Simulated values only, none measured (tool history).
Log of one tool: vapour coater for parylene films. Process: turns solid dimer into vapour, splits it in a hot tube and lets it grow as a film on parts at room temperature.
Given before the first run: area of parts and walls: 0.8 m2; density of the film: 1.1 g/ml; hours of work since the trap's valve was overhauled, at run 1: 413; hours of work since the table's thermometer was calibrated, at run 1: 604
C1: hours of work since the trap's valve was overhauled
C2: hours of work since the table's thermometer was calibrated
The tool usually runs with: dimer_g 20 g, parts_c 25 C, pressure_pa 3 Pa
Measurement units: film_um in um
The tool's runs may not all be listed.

{"run": 1, "day": 0.0, "dimer_g": 20, "parts_c": 25, "pressure_pa": 3, "C1": 413, "C2": 604, "film_um": 10.37}
{"run": 2, "day": 0.867, "dimer_g": 20, "parts_c": 25, "pressure_pa": 3, "C1": 429, "C2": 619, "film_um": 10.38}
{"run": 3, "day": 1.733, "dimer_g": 20, "parts_c": 25, "pressure_pa": 4.98, "C1": 444, "C2": 634, "film_um": 9.51}
{"run": 4, "day": 2.583, "dimer_g": 20, "parts_c": 25, "pressure_pa": 4.98, "C1": 459, "C2": 649, "film_um": 9.48}
{"run": 5, "day": 3.171, "dimer_g": 20, "parts_c": 25, "pressure_pa": 5.1, "C1": 469, "C2": 659, "film_um": 9.44}
{"run": 6, "day": 3.771, "dimer_g": 20, "parts_c": 25, "pressure_pa": 5.1, "C1": 480, "C2": 670, "film_um": 9.27}
{"run": 7, "day": 4.508, "dimer_g": 20, "parts_c": 25, "pressure_pa": 5.1, "C1": 493, "C2": 683, "film_um": 9.33}
{"run": 8, "day": 5.058, "dimer_g": 20, "parts_c": 25, "pressure_pa": 3, "C1": 502, "C2": 693, "film_um": 10.15}
{"day": 5.308, "done": "trap's valve overhauled"}
{"run": 9, "day": 5.917, "dimer_g": 20, "parts_c": 25, "pressure_pa": 3, "C1": 11, "C2": 705, "film_um": 11.05}
{"run": 10, "day": 6.725, "dimer_g": 20, "parts_c": 25, "pressure_pa": 3, "C1": 25, "C2": 719, "film_um": 11.02}
{"run": 11, "day": 7.083, "dimer_g": 20, "parts_c": 25, "pressure_pa": 3, "C1": 31, "C2": 725, "film_um": 11.14}
{"run": 12, "day": 7.646, "dimer_g": 20, "parts_c": 25, "pressure_pa": 8.46, "C1": 41, "C2": 735, "film_um": 9.25}
{"run": 13, "day": 8.258, "dimer_g": 20, "parts_c": 25, "pressure_pa": 8.46, "C1": 52, "C2": 746, "film_um": 9.19}
{"run": 14, "day": 9.012, "dimer_g": 20, "parts_c": 25, "pressure_pa": 8.46, "C1": 65, "C2": 759, "film_um": 9.18}
{"run": 15, "day": 9.729, "dimer_g": 20, "parts_c": 25, "pressure_pa": 8.46, "C1": 78, "C2": 772, "film_um": 9.29}
{"run": 16, "day": 10.275, "dimer_g": 20, "parts_c": 25, "pressure_pa": 8.46, "C1": 88, "C2": 782, "film_um": 9.31}
{"run": 17, "day": 10.796, "dimer_g": 20, "parts_c": 25, "pressure_pa": 8.46, "C1": 97, "C2": 791, "film_um": 9.21}
{"run": 18, "day": 11.396, "dimer_g": 20, "parts_c": 28, "pressure_pa": 3, "C1": 107, "C2": 801, "film_um": 9.65}
{"run": 19, "day": 12.15, "dimer_g": 20, "parts_c": 25, "pressure_pa": 3, "C1": 121, "C2": 815, "film_um": 11.04}
{"run": 20, "day": 12.917, "dimer_g": 20, "parts_c": 25, "pressure_pa": 3, "C1": 134, "C2": 828, "film_um": 11.07}
{"run": 21, "day": 13.446, "dimer_g": 20, "parts_c": 25, "pressure_pa": 3.67, "C1": 143, "C2": 837, "film_um": 10.7}
{"run": 22, "day": 14.283, "dimer_g": 20, "parts_c": 25, "pressure_pa": 3.67, "C1": 158, "C2": 852, "film_um": 10.46}
{"run": 23, "day": 14.846, "dimer_g": 20, "parts_c": 25, "pressure_pa": 3.67, "C1": 168, "C2": 862, "film_um": 10.44}
{"run": 24, "day": 15.467, "dimer_g": 20, "parts_c": 25, "pressure_pa": 3.67, "C1": 179, "C2": 873, "film_um": 10.46}
{"run": 25, "day": 15.883, "dimer_g": 20, "parts_c": 20, "pressure_pa": 2.78, "C1": 186, "C2": 880, "film_um": 13.99}
{"run": 26, "day": 16.492, "dimer_g": 20, "parts_c": 37, "pressure_pa": 3, "C1": 197, "C2": 891, "film_um": 6.19}
{"run": 27, "day": 16.867, "dimer_g": 22, "parts_c": 32, "pressure_pa": 3, "C1": 204, "C2": 898, "film_um": 8.61}
{"run": 28, "day": 17.692, "dimer_g": 20, "parts_c": 30, "pressure_pa": 3, "C1": 218, "C2": 912, "film_um": 8.49}
{"run": 29, "day": 18.304, "dimer_g": 20, "parts_c": 30, "pressure_pa": 3, "C1": 229, "C2": 923, "film_um": 8.5}
{"run": 30, "day": 18.833, "dimer_g": 20, "parts_c": 30, "pressure_pa": 3, "C1": 238, "C2": 932, "film_um": 8.59}
{"run": 31, "day": 19.538, "dimer_g": 20, "parts_c": 30, "pressure_pa": 3, "C1": 251, "C2": 945, "film_um": 8.47}
{"run": 32, "day": 20.317, "dimer_g": 20, "parts_c": 30, "pressure_pa": 3, "C1": 264, "C2": 959, "film_um": 8.5}
{"run": 33, "day": 20.7, "dimer_g": 23, "parts_c": 34, "pressure_pa": 4.43, "C1": 271, "C2": 965, "film_um": 7.59}
{"run": 34, "day": 21.092, "dimer_g": 24, "parts_c": 21, "pressure_pa": 5.8, "C1": 278, "C2": 972, "film_um": 13.81}
{"run": 35, "day": 21.621, "dimer_g": 24, "parts_c": 21, "pressure_pa": 5.8, "C1": 287, "C2": 981, "film_um": 13.65}
{"run": 36, "day": 22.333, "dimer_g": 13, "parts_c": 23, "pressure_pa": 2.98, "C1": 300, "C2": 994, "film_um": 7.66}
{"run": 37, "day": 23.079, "dimer_g": 13, "parts_c": 23, "pressure_pa": 2.98, "C1": 313, "C2": 1007, "film_um": 7.54}
{"run": 38, "day": 23.821, "dimer_g": 10, "parts_c": 25, "pressure_pa": 5.67, "C1": 326, "C2": 1020, "film_um": 4.74}
{"run": 39, "day": 24.488, "dimer_g": 10, "parts_c": 25, "pressure_pa": 5.67, "C1": 338, "C2": 1032, "film_um": 4.68}
{"run": 40, "day": 25.296, "dimer_g": 13, "parts_c": 25, "pressure_pa": 5.67, "C1": 352, "C2": 1046, "film_um": 6.09}
{"run": 41, "day": 26.092, "dimer_g": 16, "parts_c": 32, "pressure_pa": 4.47, "C1": 366, "C2": 1060, "film_um": 5.69}
{"run": 42, "day": 26.817, "dimer_g": 33, "parts_c": 28, "pressure_pa": 7.08, "C1": 379, "C2": 1073, "film_um": 12.88}
{"run": 43, "day": 27.4, "dimer_g": 12, "parts_c": 24, "pressure_pa": 7.27, "C1": 389, "C2": 1083, "film_um": 5.63}
{"run": 44, "day": 27.942, "dimer_g": 12, "parts_c": 24, "pressure_pa": 7.27, "C1": 399, "C2": 1093, "film_um": 5.5}
{"run": 45, "day": 28.642, "dimer_g": 12, "parts_c": 24, "pressure_pa": 7.27, "C1": 411, "C2": 1105, "film_um": 5.57}
{"run": 46, "day": 29.133, "dimer_g": 12, "parts_c": 24, "pressure_pa": 7.27, "C1": 420, "C2": 1114, "film_um": 5.5}

Consider 4 possible next runs. They are alternatives, not a sequence: every one starts from the tool as it was left by run 46. What does each give?
{"run": "A", "day": 29.767, "dimer_g": 20, "parts_c": 25, "pressure_pa": 2.12, "C1": 431, "C2": 1125, "film_um": "?"}
{"run": "B", "day": 29.767, "dimer_g": 20, "parts_c": 25, "pressure_pa": 9.55, "C1": 431, "C2": 1125, "film_um": "?"}
{"run": "C", "day": 29.767, "dimer_g": 25, "parts_c": 25, "pressure_pa": 3, "C1": 431, "C2": 1125, "film_um": "?"}
{"run": "D", "day": 29.767, "dimer_g": 15, "parts_c": 18, "pressure_pa": 6.13, "C1": 431, "C2": 1125, "film_um": "?"}

run=A film_um=11.04
run=B film_um=8.36
run=C film_um=12.87
run=D film_um=9.47
With the hidden condition removed and each run's random variation left untouched, the same runs would have given:
run=A film_um=12.25
run=B film_um=9.27
run=C film_um=14.28
run=D film_um=10.5
